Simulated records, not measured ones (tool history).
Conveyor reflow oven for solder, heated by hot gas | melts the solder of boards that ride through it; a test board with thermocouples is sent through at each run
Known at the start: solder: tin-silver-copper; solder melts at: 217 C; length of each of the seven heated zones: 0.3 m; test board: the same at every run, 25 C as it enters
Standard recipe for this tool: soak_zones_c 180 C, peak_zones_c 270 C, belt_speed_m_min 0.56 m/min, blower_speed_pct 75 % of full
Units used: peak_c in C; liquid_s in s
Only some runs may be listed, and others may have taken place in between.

run 1 hour=0.0 | soak_zones_c=180 peak_zones_c=270 belt_speed_m_min=0.56 blower_speed_pct=75 | peak_c=259.11 liquid_s=54.2
run 2 hour=23.7 | soak_zones_c=180 peak_zones_c=270 belt_speed_m_min=0.56 blower_speed_pct=75 | peak_c=259.19 liquid_s=54.5
run 3 hour=42.5 | soak_zones_c=180 peak_zones_c=270 belt_speed_m_min=0.56 blower_speed_pct=75 | peak_c=259.11 liquid_s=54.4
run 4 hour=60.7 | soak_zones_c=180 peak_zones_c=270 belt_speed_m_min=0.56 blower_speed_pct=75 | peak_c=259.12 liquid_s=54.3
run 5 hour=77.2 | soak_zones_c=180 peak_zones_c=270 belt_speed_m_min=0.56 blower_speed_pct=75 | peak_c=259.24 liquid_s=54.3
run 6 hour=91.4 | soak_zones_c=180 peak_zones_c=270 belt_speed_m_min=0.56 blower_speed_pct=75 | peak_c=259.19 liquid_s=54.5
run 7 hour=122.5 | soak_zones_c=180 peak_zones_c=270 belt_speed_m_min=0.56 blower_speed_pct=75 | peak_c=259.18 liquid_s=54.6
run 8 hour=135.3 | soak_zones_c=180 peak_zones_c=270 belt_speed_m_min=0.56 blower_speed_pct=75 | peak_c=259.14 liquid_s=54.4
run 9 hour=149.0 | soak_zones_c=180 peak_zones_c=270 belt_speed_m_min=0.56 blower_speed_pct=75 | peak_c=259.11 liquid_s=54.5
run 10 hour=175.8 | soak_zones_c=194 peak_zones_c=270 belt_speed_m_min=0.56 blower_speed_pct=75 | peak_c=261.20 liquid_s=60.1
run 11 hour=201.5 | soak_zones_c=194 peak_zones_c=270 belt_speed_m_min=0.56 blower_speed_pct=75 | peak_c=261.15 liquid_s=60.2
run 12 hour=224.1 | soak_zones_c=194 peak_zones_c=270 belt_speed_m_min=0.56 blower_speed_pct=75 | peak_c=261.19 liquid_s=60.1
run 13 hour=237.0 | soak_zones_c=180 peak_zones_c=266 belt_speed_m_min=0.56 blower_speed_pct=75 | peak_c=255.37 liquid_s=52.7
run 14 hour=261.5 | soak_zones_c=180 peak_zones_c=266 belt_speed_m_min=0.56 blower_speed_pct=75 | peak_c=255.37 liquid_s=52.6

Forecast run 15:
run 15 hour=290.8 | soak_zones_c=193 peak_zones_c=280 belt_speed_m_min=0.56 blower_speed_pct=60 | peak_c=? liquid_s=?

Run 15 came out at peak_c 267.77 C, liquid_s 62.3 s.
Had the tool carried no hidden state, the very same run would have given peak_c 267.56 C, liquid_s 61.8 s.
